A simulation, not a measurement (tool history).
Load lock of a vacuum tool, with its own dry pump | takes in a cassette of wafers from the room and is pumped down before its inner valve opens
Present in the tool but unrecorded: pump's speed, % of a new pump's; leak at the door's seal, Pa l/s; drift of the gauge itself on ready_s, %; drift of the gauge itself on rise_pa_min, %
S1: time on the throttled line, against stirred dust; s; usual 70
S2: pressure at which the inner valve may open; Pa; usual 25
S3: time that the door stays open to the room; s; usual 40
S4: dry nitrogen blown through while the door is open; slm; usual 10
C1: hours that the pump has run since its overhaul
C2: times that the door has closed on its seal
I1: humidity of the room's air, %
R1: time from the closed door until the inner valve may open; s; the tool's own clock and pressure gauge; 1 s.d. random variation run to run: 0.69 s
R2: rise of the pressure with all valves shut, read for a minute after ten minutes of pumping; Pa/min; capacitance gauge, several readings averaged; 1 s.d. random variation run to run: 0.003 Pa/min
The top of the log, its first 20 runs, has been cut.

run	day	S1	S2	S3	S4	C1	C2	I1	R1	R2
21	111.879	59	34	32	17	6041	38239	43.7	107.2	0.012
22	116.267	59	37	224	17	6146	38763	47.5	105	0.067
23	123.058	36	37	224	17	6309	39575	45.1	90.3	0.065
24	127.729	115	25	40	10	6421	40134	45	148.9	0.031
25	131.404	115	25	40	10	6509	40573	42.8	150.6	0.022
26	138.971	115	25	40	10	6691	41478	43.4	150	0.035
27	143.392	115	25	40	10	6797	42007	45.2	151.2	0.034
28	148.967	115	25	40	10	6931	42673	44.7	150.8	0.033
29	157	59	24	72	18	7124	43634	45.4	110.3	0.027
30	161.804	70	29	113	10	7239	44208	43.4	116	0.053
31	168.575	53	29	113	26	7401	45018	45.6	103.1	0.031
32	174.092	70	25	40	13	7534	45677	46.1	117.3	0.025

What will run 33 give?
33	180.696	114	39	40	13	7692	46467	43.8	?	?

R1: 146.4 s
R2: 0.026 Pa/min
Without the tool's hidden state the same run would have given R1 146.4 s, R2 0.023 Pa/min.
